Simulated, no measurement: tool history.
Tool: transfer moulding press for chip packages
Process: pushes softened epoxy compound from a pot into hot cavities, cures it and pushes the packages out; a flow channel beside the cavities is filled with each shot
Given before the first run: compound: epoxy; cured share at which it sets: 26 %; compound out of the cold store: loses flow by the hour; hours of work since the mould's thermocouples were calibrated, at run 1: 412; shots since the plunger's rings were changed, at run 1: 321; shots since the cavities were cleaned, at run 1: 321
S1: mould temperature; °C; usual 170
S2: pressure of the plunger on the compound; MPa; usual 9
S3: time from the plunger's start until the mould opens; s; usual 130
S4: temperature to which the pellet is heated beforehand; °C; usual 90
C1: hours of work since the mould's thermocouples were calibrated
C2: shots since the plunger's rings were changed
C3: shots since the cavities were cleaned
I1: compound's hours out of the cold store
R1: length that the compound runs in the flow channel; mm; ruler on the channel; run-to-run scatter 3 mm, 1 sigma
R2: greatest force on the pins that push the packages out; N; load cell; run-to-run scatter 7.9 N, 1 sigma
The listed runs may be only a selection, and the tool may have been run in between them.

Run 1, hour 0: usual settings; C1 412; C2 321; C3 321; I1 37.8. Result: R1 537 mm, R2 429 N.
Run 2, hour 14.9: usual settings; C1 419; C2 428; C3 428; I1 25.1. Result: R1 560 mm, R2 475 N.
At hour 29.5: cavities cleaned with cleaning compound and waxed.
Run 3, hour 35: usual settings but S1 168 °C; C1 428; C2 560; C3 39; I1 8.6. Result: R1 593 mm, R2 382 N.
Run 4, hour 55: usual settings but S1 168 °C; C1 438; C2 704; C3 183; I1 42.4. Result: R1 531 mm, R2 441 N.
Run 5, hour 67.7: usual settings; C1 444; C2 795; C3 274; I1 41.3. Result: R1 525 mm, R2 439 N.
Run 6, hour 86.6: usual settings but S4 86 °C; C1 453; C2 931; C3 410; I1 16.5. Result: R1 574 mm, R2 470 N.
Run 7, hour 97.7: usual settings but S4 86 °C; C1 458; C2 1010; C3 489; I1 34. Result: R1 541 mm, R2 474 N.
At hour 103.7: cavities cleaned with cleaning compound and waxed.
Run 8, hour 119.5: usual settings; C1 468; C2 1155; C3 113; I1 12.9. Result: R1 576 mm, R2 377 N.
Run 9, hour 137.7: usual settings but S2 10.9 MPa; C1 476; C2 1286; C3 244; I1 27.6. Result: R1 596 mm, R2 411 N.
Run 10, hour 158.9: usual settings but S2 10.9 MPa; C1 486; C2 1438; C3 396; I1 13.7. Result: R1 628 mm, R2 480 N.
Run 11, hour 170.2: usual settings; C1 492; C2 1519; C3 477; I1 11.6. Result: R1 573 mm, R2 487 N.
At hour 178.9: cavities cleaned with cleaning compound and waxed.
Run 12, hour 193.4: usual settings; C1 502; C2 1674; C3 104; I1 30.7. Result: R1 537 mm, R2 367 N.
Run 13, hour 203.3: usual settings but S3 157 s; C1 506; C2 1745; C3 175; I1 28.6. Result: R1 536 mm, R2 357 N.
Run 14, hour 220: usual settings but S4 84 °C; C1 514; C2 1865; C3 295; I1 13.6. Result: R1 563 mm, R2 444 N.
Run 15, hour 242.2: usual settings but S1 169 °C, S2 10.39 MPa, S3 119 s, S4 94 °C; C1 525; C2 2024; C3 454; I1 18.8. Result: R1 595 mm, R2 567 N.
At hour 252.8: cavities cleaned with cleaning compound and waxed.
Run 16, hour 258.7: usual settings but S3 121 s; C1 532; C2 2132; C3 42; I1 21.5. Result: R1 548 mm, R2 382 N.
Run 17, hour 280.6: usual settings but S3 121 s; C1 542; C2 2289; C3 199; I1 23.3. Result: R1 543 mm, R2 445 N.
Run 18, hour 291.5: usual settings but S3 121 s; C1 548; C2 2367; C3 277; I1 40.8. Result: R1 508 mm, R2 459 N.
At hour 308.4: mould's thermocouples calibrated.
Run 19, hour 313.5: usual settings but S3 121 s; C1 2; C2 2510; C3 420; I1 26.3. Result: R1 536 mm, R2 541 N.
At hour 329.7: cavities cleaned with cleaning compound and waxed.
Run 20, hour 332.9: usual settings but S1 163 °C, S2 8.61 MPa; C1 11; C2 2638; C3 22; I1 13. Result: R1 561 mm, R2 569 N.
Run 21, hour 344.8: usual settings but S1 177 °C, S4 97 °C; C1 17; C2 2724; C3 108; I1 29.2. Result: R1 515 mm, R2 336 N.
At hour 358.8: plunger's sealing rings changed.
Run 22, hour 365.2: usual settings but S1 165 °C, S3 116 s; C1 25; C2 45; C3 236; I1 47.1. Result: R1 538 mm, R2 725 N.
Run 23, hour 386.6: usual settings but S1 178 °C, S2 7.57 MPa, S3 115 s, S4 94 °C; C1 35; C2 199; C3 390; I1 35.3. Result: R1 488 mm, R2 423 N.
Run 24, hour 401.7: usual settings but S1 166 °C, S2 9.71 MPa; C1 42; C2 307; C3 498; I1 47.2. Result: R1 552 mm, R2 595 N.
At hour 406.1: cavities cleaned with cleaning compound and waxed.
Run 25, hour 413.3: usual settings but S1 166 °C, S2 7.94 MPa, S3 115 s, S4 96 °C; C1 47; C2 379; C3 51; I1 19.7. Result: R1 543 mm, R2 564 N.
Run 26, hour 427.9: usual settings but S1 165 °C, S2 7.94 MPa, S3 158 s, S4 96 °C; C1 54; C2 484; C3 156; I1 35.5. Result: R1 522 mm, R2 392 N.
Run 27, hour 442.3: usual settings but S3 126 s, S4 86 °C; C1 61; C2 587; C3 259; I1 33.6. Result: R1 544 mm, R2 457 N.
Run 28, hour 458.8: usual settings but S3 126 s, S4 86 °C; C1 69; C2 705; C3 377; I1 24.1. Result: R1 561 mm, R2 492 N.

4 options for the next run, each taken on its own from the tool as it stands now. Forecast them:
Run A, hour 474.5: usual settings but S1 171 °C; C1 76; C2 818; C3 490; I1 27.3. Result: R1 ?, R2 ?.
Run B, hour 474.5: usual settings but S3 145 s, S4 86 °C; C1 76; C2 818; C3 490; I1 29.2. Result: R1 ?, R2 ?.
Run C, hour 474.5: usual settings but S1 175 °C; C1 76; C2 818; C3 490; I1 31.8. Result: R1 ?, R2 ?.
Run D, hour 474.5: usual settings but S1 162 °C, S2 9.09 MPa, S3 126 s, S4 95 °C; C1 76; C2 818; C3 490; I1 46.3. Result: R1 ?, R2 ?.

run   R1   R2
  A  550  467
  B  551  462
  C  536  462
  D  537  865
Stripped of hidden state, with their random variation kept, the same runs would have yielded:
run   R1   R2
  A  561  311
  B  562  307
  C  546  306
  D  548  584
